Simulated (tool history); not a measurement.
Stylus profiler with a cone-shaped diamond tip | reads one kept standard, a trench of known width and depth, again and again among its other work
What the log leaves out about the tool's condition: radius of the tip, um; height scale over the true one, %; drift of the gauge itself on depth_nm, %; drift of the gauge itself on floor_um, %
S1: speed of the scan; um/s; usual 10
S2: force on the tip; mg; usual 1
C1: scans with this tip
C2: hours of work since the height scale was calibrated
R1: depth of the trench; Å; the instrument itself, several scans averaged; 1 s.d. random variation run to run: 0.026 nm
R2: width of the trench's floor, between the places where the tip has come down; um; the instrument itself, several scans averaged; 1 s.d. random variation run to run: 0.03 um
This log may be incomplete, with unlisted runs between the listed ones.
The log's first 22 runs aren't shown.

{"hour": 621.6, "done": "height scale calibrated on a step standard"}
{"run": 23, "hour": 637.5, "S1": 21, "S2": 0.35, "C1": 6805, "C2": 10, "R1": 1004.1, "R2": 28.24}
{"run": 24, "hour": 676.1, "S1": 16, "S2": 1.14, "C1": 6950, "C2": 35, "R1": 1008.4, "R2": 28.27}
{"run": 25, "hour": 718.5, "S1": 30, "S2": 0.46, "C1": 7109, "C2": 62, "R1": 1004.5, "R2": 28.17}
{"run": 26, "hour": 742.9, "S1": 30, "S2": 0.46, "C1": 7201, "C2": 78, "R1": 1004.1, "R2": 28.17}
{"run": 27, "hour": 774.6, "S1": 9, "S2": 0.37, "C1": 7319, "C2": 99, "R1": 1003.6, "R2": 28.22}
{"run": 28, "hour": 803.5, "S1": 9, "S2": 0.37, "C1": 7428, "C2": 117, "R1": 1003.7, "R2": 28.23}
{"run": 29, "hour": 835.6, "S1": 37, "S2": 0.86, "C1": 7548, "C2": 138, "R1": 1006.1, "R2": 28.13}
{"run": 30, "hour": 871.1, "S1": 37, "S2": 0.86, "C1": 7681, "C2": 161, "R1": 1006.1, "R2": 28.17}
{"run": 31, "hour": 903.7, "S1": 14, "S2": 1, "C1": 7804, "C2": 182, "R1": 1006.8, "R2": 28.22}
{"run": 32, "hour": 923.5, "S1": 14, "S2": 1, "C1": 7878, "C2": 195, "R1": 1006.7, "R2": 28.24}
{"run": 33, "hour": 962.4, "S1": 2, "S2": 1.09, "C1": 8024, "C2": 220, "R1": 1007.4, "R2": 28.21}
{"run": 34, "hour": 998.4, "S1": 8, "S2": 1, "C1": 8159, "C2": 243, "R1": 1006.9, "R2": 28.2}
{"run": 35, "hour": 1032.3, "S1": 8, "S2": 1, "C1": 8286, "C2": 265, "R1": 1006.8, "R2": 28.21}
{"run": 36, "hour": 1052.8, "S1": 8, "S2": 2.94, "C1": 8363, "C2": 278, "R1": 1015.2, "R2": 28.22}
{"run": 37, "hour": 1094.0, "S1": 8, "S2": 2.94, "C1": 8517, "C2": 304, "R1": 1014.7, "R2": 28.22}
{"run": 38, "hour": 1116.6, "S1": 10, "S2": 2.07, "C1": 8602, "C2": 319, "R1": 1011.1, "R2": 28.23}

Forecast each of these 5 alternatives for the next run:
{"run": "A", "hour": 1145.9, "S1": 10, "S2": 0.83, "C1": 8712, "C2": 338, "R1": "?", "R2": "?"}
{"run": "B", "hour": 1145.9, "S1": 18, "S2": 1, "C1": 8712, "C2": 338, "R1": "?", "R2": "?"}
{"run": "C", "hour": 1145.9, "S1": 10, "S2": 1.09, "C1": 8712, "C2": 338, "R1": "?", "R2": "?"}
{"run": "D", "hour": 1145.9, "S1": 2, "S2": 2.07, "C1": 8712, "C2": 338, "R1": "?", "R2": "?"}
{"run": "E", "hour": 1145.9, "S1": 2, "S2": 0.57, "C1": 8712, "C2": 338, "R1": "?", "R2": "?"}

run=A R1=1005 R2=28.19
run=B R1=1005.8 R2=28.13
run=C R1=1006.3 R2=28.18
run=D R1=1011.2 R2=28.21
run=E R1=1003.7 R2=28.19
With the hidden condition removed and each run's random variation left untouched, the same runs would have given:
run=A R1=1006.4 R2=28.58
run=B R1=1007.2 R2=28.52
run=C R1=1007.7 R2=28.57
run=D R1=1012.6 R2=28.59
run=E R1=1005.1 R2=28.58
